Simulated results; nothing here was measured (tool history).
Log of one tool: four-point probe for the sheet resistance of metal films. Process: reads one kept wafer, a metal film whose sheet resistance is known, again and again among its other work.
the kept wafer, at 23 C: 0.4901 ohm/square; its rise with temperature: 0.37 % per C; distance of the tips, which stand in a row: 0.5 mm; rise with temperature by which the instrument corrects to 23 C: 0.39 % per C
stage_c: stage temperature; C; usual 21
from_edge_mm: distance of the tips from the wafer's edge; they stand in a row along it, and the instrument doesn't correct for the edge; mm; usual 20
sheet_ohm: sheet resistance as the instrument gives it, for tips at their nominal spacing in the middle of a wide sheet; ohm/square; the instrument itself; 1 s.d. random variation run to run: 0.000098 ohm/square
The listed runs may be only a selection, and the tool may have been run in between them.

run	day	stage_c	from_edge_mm	sheet_ohm
1	0	21	20	0.486049
2	2.4	21	20	0.486115
3	6.592	21	20	0.485967
4	10.508	21	20	0.486051
5	13.088	18	20	0.486244
6	17.367	20	20	0.485856
7	20.546	20	20	0.485893
8	24.871	20	20	0.485821
9	27.933	20	20	0.485773
10	29.821	20	20	0.485601
11	32.146	21	20	0.485501
12	35.412	21	20	0.485569
13	37.342	21	20	0.48561
14	40.958	21	20	0.485483
15	45.133	21	47	0.485445
16	48.796	21	20	0.485365
# day 49.146: stage's thermometer calibrated
17	52.654	21	20	0.485562
18	56.35	27	20	0.484885
19	58.217	21	20	0.485378
20	61.292	21	20	0.485159
21	64.908	21	20	0.485522
22	67.562	28	20	0.484548
23	69.692	22	6	0.486703
24	71.692	25	4	0.488566
# day 74.429: stage's thermometer calibrated, once more
25	75.338	25	4	0.487678
26	79.233	25	4	0.487606
27	83.138	25	4	0.487413
28	86.988	24	8	0.48464
29	90.012	24	8	0.48454
30	94.312	31	4	0.486836
31	97.875	30	3	0.489895
32	100.312	26	7	0.484288
# day 103.325: new probe head fitted
33	104.446	30	17	0.489149
34	107.888	21	61	0.489868
35	110.946	21	7	0.490894
36	113.771	21	7	0.491024
37	117.346	34	15	0.488734
38	120.042	34	15	0.488692
39	124.392	34	15	0.488683
40	126.692	34	15	0.488582
41	130.029	34	15	0.488722
42	132.696	24	50	0.489025
43	136.992	24	50	0.489143
44	138.883	30	12	0.488928

Predict each of these 5 candidate next runs independently; none follows another, all start after run 44:
A	140.688	34	12	?
B	140.688	30	26	?
C	140.688	25	12	?
D	140.688	29	15	?
E	140.688	28	20	?

run	sheet_ohm
A	0.488678
B	0.488601
C	0.489516
D	0.488526
E	0.48876
Without the tool's hidden state the same runs would have given:
run	sheet_ohm
A	0.489786
B	0.4897
C	0.490606
D	0.489622
E	0.489855
